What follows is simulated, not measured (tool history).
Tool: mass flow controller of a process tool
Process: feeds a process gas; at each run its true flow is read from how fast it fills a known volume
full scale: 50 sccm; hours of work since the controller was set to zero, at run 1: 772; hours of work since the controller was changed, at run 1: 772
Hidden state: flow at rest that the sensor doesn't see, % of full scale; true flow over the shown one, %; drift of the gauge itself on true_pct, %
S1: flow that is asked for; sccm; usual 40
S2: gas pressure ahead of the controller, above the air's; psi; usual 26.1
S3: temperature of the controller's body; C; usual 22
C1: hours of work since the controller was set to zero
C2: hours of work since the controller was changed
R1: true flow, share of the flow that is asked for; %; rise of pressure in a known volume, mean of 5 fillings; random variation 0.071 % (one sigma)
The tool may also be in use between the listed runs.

run	hour	S1	S2	S3	C1	C2	R1
1	0	40	26.1	22	772	772	99.63
2	66.4	40	26.1	22	801	801	99.64
3	115	40	26.1	22	822	822	99.46
4	201.5	40	26.1	22	860	860	99.49
5	260.2	8	26.1	22	886	886	98.1
6	307.9	8	26.1	22	906	906	98.08
7	378.5	8	26.1	22	937	937	98
8	418.7	40	26.1	22	955	955	99.5
9	488.6	40	26.1	22	986	986	99.54
10	569.7	40	26.1	22	1021	1021	99.49
11	636.1	40	26.1	22	1050	1050	99.49
12	673	40	26.1	22	1066	1066	99.55
13	754.6	40	26.1	22	1102	1102	99.45
14	824.4	40	26.1	22	1133	1133	99.53
15	899.1	40	26.1	22	1165	1165	99.45
16	949.3	40	26.7	22	1187	1187	99.39
# hour 958.2: controller's zero set anew
17	1034.4	40	35.4	22	33	1224	99.71
18	1089.1	36	26.1	22	57	1248	99.28
19	1150.8	36	26.1	22	84	1275	99.06
20	1195.3	36	26.1	22	104	1295	99.28
21	1272.1	36	26.1	22	137	1329	99.03
22	1329.9	40	26.1	32	163	1354	98.32
# hour 1338.4: controller's zero set anew, once more
23	1402.4	40	26.1	32	28	1385	98.54
24	1442.5	40	40.3	32	46	1403	99.13
25	1527	40	26.1	28	83	1440	99.04
26	1591	30	27.6	35	111	1468	98.06
27	1672	13	26.1	32	146	1503	97.73
28	1732.1	45	21.8	31	172	1530	98.78
29	1821.4	11	26.1	33	212	1569	97.43
30	1875	6	21.6	33	235	1592	96.9
31	1923.7	6	21.6	33	256	1614	97.01
32	1993	36	26.1	24	287	1644	99.13

Forecast run 33:
33	2060.9	43	39.9	30	316	1674	?

Run 33 gave R1 99.26 %.
Without the tool's hidden state the same run would have given R1 99.69 %.
